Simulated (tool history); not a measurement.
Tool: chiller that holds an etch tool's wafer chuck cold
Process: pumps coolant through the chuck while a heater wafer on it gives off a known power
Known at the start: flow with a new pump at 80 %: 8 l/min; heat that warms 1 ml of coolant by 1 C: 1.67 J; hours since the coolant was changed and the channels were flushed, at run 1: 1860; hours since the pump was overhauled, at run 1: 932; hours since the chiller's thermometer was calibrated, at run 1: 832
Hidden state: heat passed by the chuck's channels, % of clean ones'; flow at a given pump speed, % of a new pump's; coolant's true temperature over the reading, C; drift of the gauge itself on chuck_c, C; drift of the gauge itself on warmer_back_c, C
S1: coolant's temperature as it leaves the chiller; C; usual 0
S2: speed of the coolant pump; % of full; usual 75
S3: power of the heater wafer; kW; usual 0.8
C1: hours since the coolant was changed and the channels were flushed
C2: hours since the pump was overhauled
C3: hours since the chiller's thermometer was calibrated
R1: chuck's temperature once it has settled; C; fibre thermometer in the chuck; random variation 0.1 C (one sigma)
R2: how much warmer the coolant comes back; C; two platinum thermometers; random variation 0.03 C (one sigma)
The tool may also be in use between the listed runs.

run,hour,S1,S2,S3,C1,C2,C3,R1,R2
1,0,0,75,0.8,1860,932,832,11.5,3.96
2,37.8,0,77,0.8,1898,970,870,11.5,3.87
3,96.9,0,77,0.8,1957,1029,929,11.4,3.77
4,148.9,0,77,0.8,2009,1081,981,11.3,3.83
5,202.9,0,77,0.8,2063,1135,1035,11.6,3.79
6,277.7,0,77,0.8,2138,1210,1110,11.4,3.84
7,324,0,77,0.8,2184,1256,1156,11.5,3.87
8,355.1,0,75,0.8,2215,1287,1187,11.8,3.89
9,429.6,0,75,0.605,2290,1362,1262,9,3.02
10,475.6,0,75,0.605,2336,1408,1308,9.1,3.06
11,540.5,0,75,0.605,2401,1473,1373,9.1,2.98
12,580.4,0,75,0.605,2441,1513,1413,9.3,3.01
13,629,0,75,0.605,2489,1561,1461,9.3,2.96
14,701.3,-5,75,0.605,2561,1633,1533,4.2,2.98
15,774.8,-2,97,0.42,2635,1707,1607,3.7,1.68
16,816.8,-2,68,0.8,2677,1749,1649,11.1,4.31
17,862.2,-2,74,0.893,2722,1794,1694,12.1,4.57
18,907.9,-2,75,0.448,2768,1840,1740,5,2.22
19,963.7,3,75,0.448,2824,1896,1796,10.3,2.23
20,1032,5,65,0.519,2892,1964,1864,14.1,3
21,1101.5,6,84,0.8,2962,2034,1934,17.8,3.59
22,1150.6,-9,80,1.038,3011,2083,1983,6.8,4.86
23,1204.4,-9,80,1.038,3065,2137,2037,6.9,4.95
24,1248.2,-9,95,0.919,3108,2180,2080,3.7,3.73
25,1288.5,-3,82,0.778,3149,2221,2121,8.8,3.53

3 ways to go on from here, each from the tool as it stands after run 25. What would each give?
A,1354.6,0,70,0.41,3215,2287,2187,?,?
B,1354.6,7,90,0.436,3215,2287,2187,?,?
C,1354.6,-9,75,0.8,3215,2287,2187,?,?

run,R1,R2
A,7,2.23
B,13.4,1.77
C,3.8,4.07
Without the tool's hidden state the same runs would have given:
run,R1,R2
A,5.3,2.1
B,11.9,1.66
C,0.8,3.83

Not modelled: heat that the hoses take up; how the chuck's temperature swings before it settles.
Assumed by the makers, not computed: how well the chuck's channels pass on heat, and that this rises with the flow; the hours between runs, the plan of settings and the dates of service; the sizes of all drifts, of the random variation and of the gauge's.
